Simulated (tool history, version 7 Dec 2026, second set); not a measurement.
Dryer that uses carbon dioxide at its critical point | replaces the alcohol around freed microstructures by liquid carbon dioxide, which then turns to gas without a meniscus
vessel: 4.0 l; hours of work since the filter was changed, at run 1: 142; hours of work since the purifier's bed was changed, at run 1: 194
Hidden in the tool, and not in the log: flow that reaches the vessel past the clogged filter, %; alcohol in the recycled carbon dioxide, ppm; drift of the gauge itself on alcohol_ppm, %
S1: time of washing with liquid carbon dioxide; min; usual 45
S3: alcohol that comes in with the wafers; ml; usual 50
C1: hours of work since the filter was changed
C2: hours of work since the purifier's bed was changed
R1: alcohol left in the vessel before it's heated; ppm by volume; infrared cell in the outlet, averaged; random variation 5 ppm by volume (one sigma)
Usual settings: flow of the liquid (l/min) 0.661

{"run": 1, "hour": 0.0, "S1": 45, "flow of the liquid (l/min)": 0.661, "S3": 50, "C1": 142, "C2": 194, "R1": 89}
{"run": 2, "hour": 10.3, "S1": 45, "flow of the liquid (l/min)": 0.661, "S3": 50, "C1": 149, "C2": 201, "R1": 94}
{"run": 3, "hour": 22.0, "S1": 42, "flow of the liquid (l/min)": 0.661, "S3": 50, "C1": 156, "C2": 209, "R1": 105}
{"run": 4, "hour": 35.9, "S1": 45, "flow of the liquid (l/min)": 0.661, "S3": 50, "C1": 166, "C2": 218, "R1": 95}
{"run": 5, "hour": 51.9, "S1": 45, "flow of the liquid (l/min)": 0.661, "S3": 50, "C1": 177, "C2": 229, "R1": 101}
{"run": 6, "hour": 72.9, "S1": 64, "flow of the liquid (l/min)": 0.661, "S3": 50, "C1": 191, "C2": 243, "R1": 79}
{"run": 7, "hour": 93.7, "S1": 64, "flow of the liquid (l/min)": 0.661, "S3": 50, "C1": 205, "C2": 257, "R1": 81}
{"run": 8, "hour": 111.3, "S1": 57, "flow of the liquid (l/min)": 0.661, "S3": 50, "C1": 216, "C2": 268, "R1": 88}
{"run": 9, "hour": 133.5, "S1": 57, "flow of the liquid (l/min)": 0.661, "S3": 50, "C1": 231, "C2": 283, "R1": 87}
{"run": 10, "hour": 156.1, "S1": 57, "flow of the liquid (l/min)": 0.661, "S3": 50, "C1": 246, "C2": 299, "R1": 105}
{"hour": 161.7, "done": "inlet filter changed"}
{"run": 11, "hour": 167.2, "S1": 57, "flow of the liquid (l/min)": 0.661, "S3": 50, "C1": 4, "C2": 305, "R1": 101}
{"run": 12, "hour": 178.4, "S1": 45, "flow of the liquid (l/min)": 0.661, "S3": 50, "C1": 11, "C2": 313, "R1": 118}
{"run": 13, "hour": 196.1, "S1": 45, "flow of the liquid (l/min)": 0.661, "S3": 50, "C1": 23, "C2": 325, "R1": 110}
{"run": 14, "hour": 216.4, "S1": 52, "flow of the liquid (l/min)": 0.661, "S3": 50, "C1": 37, "C2": 338, "R1": 109}
{"run": 15, "hour": 230.1, "S1": 45, "flow of the liquid (l/min)": 0.661, "S3": 50, "C1": 46, "C2": 347, "R1": 124}
{"run": 16, "hour": 248.9, "S1": 45, "flow of the liquid (l/min)": 0.661, "S3": 50, "C1": 59, "C2": 360, "R1": 132}
{"run": 17, "hour": 267.4, "S1": 45, "flow of the liquid (l/min)": 0.661, "S3": 50, "C1": 71, "C2": 372, "R1": 131}
{"run": 18, "hour": 280.6, "S1": 45, "flow of the liquid (l/min)": 0.661, "S3": 50, "C1": 80, "C2": 381, "R1": 134}
{"run": 19, "hour": 294.0, "S1": 36, "flow of the liquid (l/min)": 0.661, "S3": 50, "C1": 89, "C2": 390, "R1": 191}
{"run": 20, "hour": 312.6, "S1": 36, "flow of the liquid (l/min)": 0.661, "S3": 50, "C1": 101, "C2": 403, "R1": 211}
{"run": 21, "hour": 331.0, "S1": 36, "flow of the liquid (l/min)": 0.661, "S3": 50, "C1": 114, "C2": 415, "R1": 215}
{"run": 22, "hour": 347.2, "S1": 36, "flow of the liquid (l/min)": 0.661, "S3": 50, "C1": 124, "C2": 426, "R1": 227}
{"run": 23, "hour": 364.4, "S1": 45, "flow of the liquid (l/min)": 0.661, "S3": 50, "C1": 136, "C2": 438, "R1": 159}
{"run": 24, "hour": 380.1, "S1": 51, "flow of the liquid (l/min)": 0.661, "S3": 50, "C1": 146, "C2": 448, "R1": 141}
{"run": 25, "hour": 400.3, "S1": 51, "flow of the liquid (l/min)": 0.661, "S3": 50, "C1": 160, "C2": 462, "R1": 146}
{"run": 26, "hour": 413.2, "S1": 49, "flow of the liquid (l/min)": 0.962, "S3": 50, "C1": 169, "C2": 470, "R1": 135}
{"run": 27, "hour": 429.0, "S1": 49, "flow of the liquid (l/min)": 0.962, "S3": 50, "C1": 179, "C2": 481, "R1": 149}
{"run": 28, "hour": 440.2, "S1": 46, "flow of the liquid (l/min)": 0.962, "S3": 34, "C1": 187, "C2": 488, "R1": 146}
{"run": 29, "hour": 456.2, "S1": 46, "flow of the liquid (l/min)": 0.962, "S3": 34, "C1": 197, "C2": 499, "R1": 148}
{"run": 30, "hour": 477.5, "S1": 46, "flow of the liquid (l/min)": 0.962, "S3": 34, "C1": 212, "C2": 513, "R1": 163}
{"run": 31, "hour": 495.7, "S1": 46, "flow of the liquid (l/min)": 0.962, "S3": 34, "C1": 224, "C2": 526, "R1": 166}
{"run": 32, "hour": 506.1, "S1": 46, "flow of the liquid (l/min)": 0.962, "S3": 34, "C1": 231, "C2": 533, "R1": 154}
{"run": 33, "hour": 524.7, "S1": 33, "flow of the liquid (l/min)": 0.945, "S3": 50, "C1": 243, "C2": 545, "R1": 185}
{"hour": 535.2, "done": "inlet filter changed"}
{"run": 34, "hour": 539.1, "S1": 33, "flow of the liquid (l/min)": 0.945, "S3": 50, "C1": 3, "C2": 554, "R1": 167}
{"run": 35, "hour": 556.4, "S1": 33, "flow of the liquid (l/min)": 0.945, "S3": 50, "C1": 14, "C2": 566, "R1": 184}
{"run": 36, "hour": 571.2, "S1": 38, "flow of the liquid (l/min)": 0.945, "S3": 50, "C1": 24, "C2": 576, "R1": 175}
{"run": 37, "hour": 587.2, "S1": 38, "flow of the liquid (l/min)": 0.945, "S3": 50, "C1": 35, "C2": 586, "R1": 182}
{"run": 38, "hour": 600.6, "S1": 28, "flow of the liquid (l/min)": 0.661, "S3": 25, "C1": 44, "C2": 595, "R1": 271}
{"run": 39, "hour": 618.4, "S1": 65, "flow of the liquid (l/min)": 0.414, "S3": 22, "C1": 56, "C2": 607, "R1": 191}
{"run": 40, "hour": 636.2, "S1": 47, "flow of the liquid (l/min)": 0.812, "S3": 44, "C1": 68, "C2": 619, "R1": 192}
{"run": 41, "hour": 658.0, "S1": 47, "flow of the liquid (l/min)": 0.812, "S3": 44, "C1": 82, "C2": 634, "R1": 197}
{"run": 42, "hour": 678.8, "S1": 30, "flow of the liquid (l/min)": 0.512, "S3": 95, "C1": 96, "C2": 648, "R1": 1144}

The next listed run, before its measurement:
{"run": 43, "hour": 689.2, "S1": 56, "flow of the liquid (l/min)": 0.42, "S3": 28, "C1": 103, "C2": 655, "R1": "?"}

{"run 43": {"R1": 249}}
Without the tool's hidden state the same run would have given R1 44 ppm by volume.
